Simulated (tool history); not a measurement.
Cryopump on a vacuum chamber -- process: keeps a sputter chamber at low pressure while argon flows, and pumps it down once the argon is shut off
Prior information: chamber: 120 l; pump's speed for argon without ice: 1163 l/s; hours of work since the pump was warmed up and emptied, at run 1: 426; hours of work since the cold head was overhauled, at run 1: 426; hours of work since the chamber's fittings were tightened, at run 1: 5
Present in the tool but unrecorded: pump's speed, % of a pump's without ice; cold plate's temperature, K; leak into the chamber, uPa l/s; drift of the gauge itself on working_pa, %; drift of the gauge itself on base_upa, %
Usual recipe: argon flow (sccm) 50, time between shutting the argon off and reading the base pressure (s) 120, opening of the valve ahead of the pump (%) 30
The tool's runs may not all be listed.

run   hour  argon flow (sccm)  time between shutting the argon off and reading the base pressure (s)  opening of the valve ahead of the pump (%)  hours of work since the pump was warmed up and emptied  hours of work since the cold head was overhauled  hours of work since the chamber's fittings were tightened  pressure while argon flows (Pa)  pressure after the wait (uPa)
  1    0.0                 50                                                                    120                                          30                                                     426                                               426                                                          5                           0.2726                           1.43
      21.9  -- pump warmed up, emptied and cooled again
  2   24.1                 50                                                                    120                                          30                                                       2                                               442                                                         21                           0.2422                           1.31
  3   33.0                 50                                                                    120                                          30                                                       9                                               450                                                         29                           0.2422                           1.34
  4   45.3                 50                                                                    120                                          30                                                      20                                               460                                                         39                           0.2427                           1.34
  5   66.2                 33                                                                    120                                          30                                                      37                                               477                                                         56                           0.1629                           1.35
  6   77.5                 33                                                                    120                                          30                                                      46                                               487                                                         66                           0.1596                           1.33
  7   89.4                 33                                                                    120                                          30                                                      56                                               497                                                         76                           0.1629                           1.34
  8   99.6                 33                                                                    120                                          30                                                      65                                               505                                                         84                           0.1619                           1.32
  9  112.9                 33                                                                    120                                          30                                                      76                                               516                                                         95                           0.1632                           1.34
 10  125.0                 33                                                                    120                                          30                                                      86                                               526                                                        105                           0.1622                           1.35
 11  145.4                 50                                                                    120                                          30                                                     103                                               543                                                        122                           0.2489                           1.35
 12  161.5                 50                                                                    120                                          30                                                     117                                               557                                                        136                           0.2501                           1.36
 13  174.2                 50                                                                    120                                          30                                                     127                                               567                                                        146                           0.2486                           1.33
 14  190.3                 50                                                                    120                                          30                                                     141                                               581                                                        160                           0.2521                           1.43
 15  209.9                 50                                                                    205                                          30                                                     157                                               597                                                        176                           0.2506                           0.98
 16  224.5                 50                                                                    205                                          30                                                     169                                               609                                                        188                           0.2509                           0.96
 17  243.0                 50                                                                    205                                          30                                                     185                                               625                                                        204                           0.2523                           1.00
 18  258.3                 50                                                                    205                                          30                                                     197                                               638                                                        217                           0.2524                           0.96
 19  275.3                 50                                                                    159                                          30                                                     212                                               652                                                        231                           0.2544                           1.16
 20  287.5                 26                                                                     46                                          31                                                     222                                               662                                                        241                           0.1288                           2.99
 21  305.8                 26                                                                     60                                          35                                                     237                                               677                                                        256                           0.1143                           2.49
 22  318.1                 34                                                                     46                                          42                                                     247                                               688                                                        267                           0.1289                           3.11
 23  337.9                 21                                                                    110                                          30                                                     264                                               704                                                        283                           0.1089                           1.60
 24  357.6                 50                                                                    120                                          22                                                     280                                               721                                                        300                           0.3489                           1.50
 25  375.0                 50                                                                    120                                          22                                                     295                                               735                                                        314                           0.3458                           1.53
 26  391.6                 50                                                                     30                                          17                                                     309                                               749                                                        328                           0.4462                           4.60
 27  401.4                 31                                                                     95                                          30                                                     317                                               757                                                        336                           0.1617                           1.77
 28  416.1                 50                                                                    158                                          51                                                     329                                               769                                                        348                           0.1635                           1.27
 29  428.5                 50                                                                    158                                          51                                                     339                                               780                                                        359                           0.1655                           1.31

Expected results for the next run?
 30  439.1                 50                                                                    120                                          25                                                     348                                               789                                                        368                                ?                              ?

pressure while argon flows (Pa): 0.3137
pressure after the wait (uPa): 1.50
With the hidden condition absent and the run-to-run variation left alone, this run would have shown pressure while argon flows (Pa) 0.2906, pressure after the wait (uPa) 1.24.

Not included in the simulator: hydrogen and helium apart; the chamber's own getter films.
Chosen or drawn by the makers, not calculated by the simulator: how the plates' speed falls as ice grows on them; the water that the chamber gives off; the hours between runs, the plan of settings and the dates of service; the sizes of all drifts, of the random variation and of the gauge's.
